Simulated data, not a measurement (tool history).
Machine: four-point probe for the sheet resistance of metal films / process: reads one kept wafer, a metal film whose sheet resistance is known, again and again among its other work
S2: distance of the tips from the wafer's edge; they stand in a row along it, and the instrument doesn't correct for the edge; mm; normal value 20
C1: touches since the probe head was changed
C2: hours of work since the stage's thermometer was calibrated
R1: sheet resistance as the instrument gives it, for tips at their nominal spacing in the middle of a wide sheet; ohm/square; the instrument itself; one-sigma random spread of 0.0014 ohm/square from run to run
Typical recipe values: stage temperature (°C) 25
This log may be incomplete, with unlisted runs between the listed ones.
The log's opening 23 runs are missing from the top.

run 24 hour=879.0 | stage_temperature_(°C)=31 S2=16 | C1=28528 C2=1455 | R1=7.096357
run 25 hour=918.7 | stage_temperature_(°C)=31 S2=16 | C1=29390 C2=1482 | R1=7.094874
run 26 hour=943.2 | stage_temperature_(°C)=31 S2=21 | C1=29921 C2=1499 | R1=7.094623
run 27 hour=966.1 | stage_temperature_(°C)=31 S2=16 | C1=30418 C2=1515 | R1=7.096463
run 28 hour=992.0 | stage_temperature_(°C)=20 S2=6 | C1=30979 C2=1533 | R1=7.242462
run 29 hour=1025.0 | stage_temperature_(°C)=29 S2=5 | C1=31695 C2=1556 | R1=7.173276
run 30 hour=1053.5 | stage_temperature_(°C)=26 S2=42 | C1=32312 C2=1575 | R1=7.143122
run 31 hour=1096.5 | stage_temperature_(°C)=18 S2=24 | C1=33246 C2=1605 | R1=7.224752
run 32 hour=1145.4 | stage_temperature_(°C)=33 S2=11 | C1=34305 C2=1639 | R1=7.087943
run 33 hour=1180.1 | stage_temperature_(°C)=26 S2=11 | C1=35057 C2=1663 | R1=7.152529
run 34 hour=1211.0 | stage_temperature_(°C)=21 S2=25 | C1=35728 C2=1684 | R1=7.191837
run 35 hour=1258.1 | stage_temperature_(°C)=21 S2=25 | C1=36749 C2=1716 | R1=7.188978
run 36 hour=1307.3 | stage_temperature_(°C)=28 S2=10 | C1=37816 C2=1750 | R1=7.136313
run 37 hour=1346.6 | stage_temperature_(°C)=34 S2=45 | C1=38668 C2=1777 | R1=7.062208
run 38 hour=1399.9 | stage_temperature_(°C)=23 S2=6 | C1=39824 C2=1814 | R1=7.213990
run 39 hour=1441.5 | stage_temperature_(°C)=26 S2=45 | C1=40726 C2=1843 | R1=7.140915
run 40 hour=1485.6 | stage_temperature_(°C)=25 S2=3 | C1=41682 C2=1873 | R1=7.319596
run 41 hour=1534.0 | stage_temperature_(°C)=35 S2=17 | C1=42732 C2=1907 | R1=7.063063
run 42 hour=1586.3 | stage_temperature_(°C)=30 S2=41 | C1=43867 C2=1943 | R1=7.103508
run 43 hour=1630.3 | stage_temperature_(°C)=24 S2=3 | C1=44820 C2=1973 | R1=7.329314
run 44 hour=1665.0 | stage_temperature_(°C)=24 S2=3 | C1=45573 C2=1997 | R1=7.326704
run 45 hour=1713.7 | stage_temperature_(°C)=24 S2=3 | C1=46630 C2=2031 | R1=7.327535

Consider 3 possible next runs. They are alternatives, not a sequence: every one starts from the tool as it was left by run 45. What does each give?
run A hour=1751.1 | stage_temperature_(°C)=35 S2=20 | C1=47441 C2=2057 | R1=?
run B hour=1751.1 | stage_temperature_(°C)=25 S2=29 | C1=47441 C2=2057 | R1=?
run C hour=1751.1 | stage_temperature_(°C)=25 S2=29 | C1=47441 C2=2057 | R1=?

run=A R1=7.060362
run=B R1=7.154195
run=C R1=7.151129
The same runs, with their run-to-run variation unchanged, on a tool lacking any hidden condition would have given:
run=A R1=7.067813
run=B R1=7.162127
run=C R1=7.159057
